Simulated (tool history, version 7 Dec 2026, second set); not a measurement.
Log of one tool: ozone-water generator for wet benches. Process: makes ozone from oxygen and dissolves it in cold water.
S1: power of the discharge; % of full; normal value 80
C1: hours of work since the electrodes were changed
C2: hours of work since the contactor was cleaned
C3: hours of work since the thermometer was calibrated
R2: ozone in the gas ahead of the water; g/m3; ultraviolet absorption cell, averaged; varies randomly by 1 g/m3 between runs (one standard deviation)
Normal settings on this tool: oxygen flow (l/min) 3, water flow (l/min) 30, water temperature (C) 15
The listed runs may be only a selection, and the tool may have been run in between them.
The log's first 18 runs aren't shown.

run 19 hour=2691.6 | S1=47 oxygen_flow_(l/min)=3 water_flow_(l/min)=30 water_temperature_(C)=13 | C1=5800 C2=556 C3=931 | dissolved_ozone_(ppm)=6.7 R2=127.6
run 20 hour=2878.8 | S1=44 oxygen_flow_(l/min)=2.17 water_flow_(l/min)=30 water_temperature_(C)=12 | C1=5914 C2=671 C3=1046 | dissolved_ozone_(ppm)=6.2 R2=153.7
run 21 hour=3052.7 | S1=44 oxygen_flow_(l/min)=2.17 water_flow_(l/min)=30 water_temperature_(C)=12 | C1=6021 C2=778 C3=1153 | dissolved_ozone_(ppm)=6.2 R2=154.6
run 22 hour=3175.5 | S1=80 oxygen_flow_(l/min)=3.8 water_flow_(l/min)=30 water_temperature_(C)=18 | C1=6097 C2=853 C3=1228 | dissolved_ozone_(ppm)=9 R2=147.5
run 23 hour=3383 | S1=47 oxygen_flow_(l/min)=3.86 water_flow_(l/min)=31 water_temperature_(C)=11 | C1=6224 C2=980 C3=1355 | dissolved_ozone_(ppm)=6.5 R2=106.7
run 24 hour=3487.9 | S1=50 oxygen_flow_(l/min)=3 water_flow_(l/min)=30 water_temperature_(C)=15 | C1=6288 C2=1045 C3=1420 | dissolved_ozone_(ppm)=6.6 R2=131.2
run 25 hour=3584.6 | S1=50 oxygen_flow_(l/min)=3 water_flow_(l/min)=30 water_temperature_(C)=15 | C1=6348 C2=1104 C3=1479 | dissolved_ozone_(ppm)=6.9 R2=132.2
run 26 hour=3802.6 | S1=80 oxygen_flow_(l/min)=3 water_flow_(l/min)=40 water_temperature_(C)=14 | C1=6481 C2=1238 C3=1613 | dissolved_ozone_(ppm)=6.5 R2=175.5
run 27 hour=3958.2 | S1=80 oxygen_flow_(l/min)=3 water_flow_(l/min)=33 water_temperature_(C)=16 | C1=6577 C2=1333 C3=1708 | dissolved_ozone_(ppm)=8 R2=175.6
run 28 hour=4173.9 | S1=80 oxygen_flow_(l/min)=3 water_flow_(l/min)=33 water_temperature_(C)=16 | C1=6709 C2=1466 C3=1841 | dissolved_ozone_(ppm)=8 R2=175.3
run 29 hour=4347.2 | S1=42 oxygen_flow_(l/min)=3 water_flow_(l/min)=33 water_temperature_(C)=8 | C1=6816 C2=1572 C3=1947 | dissolved_ozone_(ppm)=5.7 R2=118.2
run 30 hour=4472.7 | S1=59 oxygen_flow_(l/min)=2.65 water_flow_(l/min)=25 water_temperature_(C)=8 | C1=6893 C2=1649 C3=2024 | dissolved_ozone_(ppm)=9.5 R2=160
run 31 hour=4589 | S1=41 oxygen_flow_(l/min)=1.81 water_flow_(l/min)=41 water_temperature_(C)=15 | C1=6964 C2=1720 C3=2096 | dissolved_ozone_(ppm)=4.1 R2=164.8
run 32 hour=4771.8 | S1=80 oxygen_flow_(l/min)=4.64 water_flow_(l/min)=20 water_temperature_(C)=15 | C1=7076 C2=1833 C3=2208 | dissolved_ozone_(ppm)=13.2 R2=129.2

4 ways to go on from here, each from the tool as it stands after run 32. What would each give?
run A hour=4984.4 | S1=80 oxygen_flow_(l/min)=4.64 water_flow_(l/min)=20 water_temperature_(C)=8 | C1=7207 C2=1963 C3=2338 | dissolved_ozone_(ppm)=? R2=?
run B hour=4984.4 | S1=63 oxygen_flow_(l/min)=3 water_flow_(l/min)=25 water_temperature_(C)=15 | C1=7207 C2=1963 C3=2338 | dissolved_ozone_(ppm)=? R2=?
run C hour=4984.4 | S1=80 oxygen_flow_(l/min)=3 water_flow_(l/min)=25 water_temperature_(C)=15 | C1=7207 C2=1963 C3=2338 | dissolved_ozone_(ppm)=? R2=?
run D hour=4984.4 | S1=42 oxygen_flow_(l/min)=3 water_flow_(l/min)=30 water_temperature_(C)=10 | C1=7207 C2=1963 C3=2338 | dissolved_ozone_(ppm)=? R2=?

run=A dissolved_ozone_(ppm)=14.4 R2=129.1
run=B dissolved_ozone_(ppm)=9.5 R2=152.3
run=C dissolved_ozone_(ppm)=10.7 R2=173.9
run=D dissolved_ozone_(ppm)=6.3 R2=119.3
With the hidden condition removed and each run's random variation left untouched, the same runs would have given:
run=A dissolved_ozone_(ppm)=14.4 R2=129.4
run=B dissolved_ozone_(ppm)=9.5 R2=152.5
run=C dissolved_ozone_(ppm)=10.7 R2=174.2
run=D dissolved_ozone_(ppm)=6.3 R2=119.5

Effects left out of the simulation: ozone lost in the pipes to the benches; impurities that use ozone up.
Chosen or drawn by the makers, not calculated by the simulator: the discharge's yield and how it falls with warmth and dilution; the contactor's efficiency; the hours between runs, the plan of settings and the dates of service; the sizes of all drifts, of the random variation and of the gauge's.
